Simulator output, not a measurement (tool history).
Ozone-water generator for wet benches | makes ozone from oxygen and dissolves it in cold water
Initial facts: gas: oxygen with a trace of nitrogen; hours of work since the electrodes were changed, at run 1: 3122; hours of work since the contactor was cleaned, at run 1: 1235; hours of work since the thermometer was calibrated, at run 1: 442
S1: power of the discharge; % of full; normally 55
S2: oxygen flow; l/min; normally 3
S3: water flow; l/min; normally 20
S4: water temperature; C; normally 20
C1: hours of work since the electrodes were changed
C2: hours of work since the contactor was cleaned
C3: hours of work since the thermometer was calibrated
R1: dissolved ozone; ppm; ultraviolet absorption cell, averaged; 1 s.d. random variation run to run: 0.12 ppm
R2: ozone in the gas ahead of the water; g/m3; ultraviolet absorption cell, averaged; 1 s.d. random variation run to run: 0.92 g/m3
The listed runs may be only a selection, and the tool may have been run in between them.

| run | hour | S1 | S2 | S3 | S4 | C1 | C2 | C3 | R1 | R2 |
|---|---|---|---|---|---|---|---|---|---|---|
| 1 | 0 | 55 | 3 | 20 | 20 | 3122 | 1235 | 442 | 8.8 | 138.4 |
| 2 | 106.9 | 55 | 3 | 20 | 20 | 3216 | 1329 | 536 | 8.9 | 137.8 |
| 3 | 181.1 | 55 | 3 | 20 | 20 | 3281 | 1394 | 601 | 9 | 139.7 |
| 4 | 280.2 | 55 | 3 | 20 | 12 | 3368 | 1481 | 688 | 9.6 | 137.4 |
| 5 | 370.5 | 62 | 3 | 20 | 12 | 3448 | 1560 | 768 | 10.4 | 148.8 |
| 6 | 463.8 | 62 | 3 | 20 | 12 | 3530 | 1642 | 850 | 10.2 | 149.5 |
| 7 | 531.2 | 55 | 3 | 20 | 15 | 3589 | 1702 | 909 | 9.2 | 136.2 |
| 8 | 637.3 | 55 | 3 | 20 | 15 | 3682 | 1795 | 1002 | 9.2 | 135.6 |
| 9 | 702.2 | 55 | 3 | 30 | 15 | 3739 | 1852 | 1059 | 6.2 | 135 |
| 10 | 751.1 | 55 | 3 | 30 | 15 | 3782 | 1895 | 1102 | 5.8 | 136.2 |
| 11 | 821 | 55 | 3 | 20 | 20 | 3844 | 1956 | 1164 | 8.6 | 134.3 |
|  | 859.5 | contactor cleaned |
| 12 | 891.4 | 55 | 3 | 20 | 20 | 3902 | 28 | 1222 | 8.8 | 134 |
| 13 | 966.4 | 43 | 3 | 20 | 20 | 3968 | 94 | 1288 | 7.4 | 113 |
| 14 | 1034.6 | 55 | 3 | 20 | 20 | 4028 | 154 | 1348 | 8.7 | 133 |
| 15 | 1125.7 | 55 | 3 | 20 | 20 | 4108 | 234 | 1428 | 8.6 | 133.3 |
| 16 | 1223.7 | 55 | 3 | 20 | 20 | 4194 | 320 | 1514 | 8.5 | 130.9 |
| 17 | 1319.5 | 55 | 3 | 20 | 20 | 4278 | 404 | 1598 | 8.4 | 131 |
| 18 | 1416 | 68 | 3 | 20 | 14 | 4363 | 489 | 1683 | 10.5 | 151.1 |
| 19 | 1477 | 45 | 3.11 | 30 | 20 | 4417 | 543 | 1737 | 4.9 | 111.4 |
| 20 | 1557.6 | 62 | 3 | 20 | 13 | 4487 | 613 | 1808 | 9.8 | 141 |
| 21 | 1658.3 | 62 | 3 | 22 | 13 | 4576 | 702 | 1896 | 9.1 | 140.9 |
| 22 | 1741.9 | 62 | 3 | 22 | 13 | 4649 | 775 | 1970 | 9 | 141.8 |
| 23 | 1819.1 | 62 | 3 | 22 | 13 | 4717 | 843 | 2037 | 8.8 | 139.8 |
| 24 | 1881.4 | 83 | 2.37 | 19 | 16 | 4772 | 898 | 2092 | 11.7 | 198.6 |
| 25 | 1964.9 | 55 | 1.96 | 20 | 20 | 4845 | 971 | 2165 | 8 | 167.8 |
| 26 | 2071 | 55 | 1.96 | 20 | 20 | 4939 | 1065 | 2259 | 7.8 | 165.4 |
| 27 | 2123.9 | 76 | 2.2 | 20 | 20 | 4985 | 1111 | 2305 | 10 | 192.8 |
| 28 | 2217.1 | 74 | 3.36 | 15 | 20 | 5067 | 1193 | 2387 | 12.9 | 144.3 |
| 29 | 2271.8 | 74 | 3.36 | 15 | 20 | 5115 | 1241 | 2435 | 12.9 | 144 |
| 30 | 2375.2 | 74 | 3.36 | 15 | 20 | 5206 | 1332 | 2526 | 12.7 | 143.7 |
| 31 | 2457.3 | 89 | 4.58 | 20 | 20 | 5278 | 1404 | 2598 | 10.9 | 134.6 |
| 32 | 2528.1 | 55 | 2.91 | 29 | 20 | 5340 | 1466 | 2660 | 5.4 | 127.1 |
| 33 | 2577.4 | 55 | 2.91 | 29 | 20 | 5384 | 1510 | 2704 | 5.5 | 128.9 |
| 34 | 2622.3 | 55 | 5.29 | 13 | 20 | 5423 | 1549 | 2743 | 11.2 | 88.6 |

Branching from run 34: 3 alternative next runs. What would each branch give?
| A | 2727.1 | 84 | 3.61 | 20 | 20 | 5515 | 1641 | 2835 | ? | ? |
| B | 2727.1 | 59 | 5.29 | 13 | 15 | 5515 | 1641 | 2835 | ? | ? |
| C | 2727.1 | 41 | 3.38 | 20 | 12 | 5515 | 1641 | 2835 | ? | ? |

| run | R1 | R2 |
|---|---|---|
| A | 10.5 | 145.2 |
| B | 12.6 | 92.8 |
| C | 7.2 | 95.7 |
The same runs, with their run-to-run variation unchanged, on a tool lacking any hidden condition would have given:
| run | R1 | R2 |
|---|---|---|
| A | 14.6 | 196.1 |
| B | 16.3 | 116.7 |
| C | 8.7 | 112.3 |
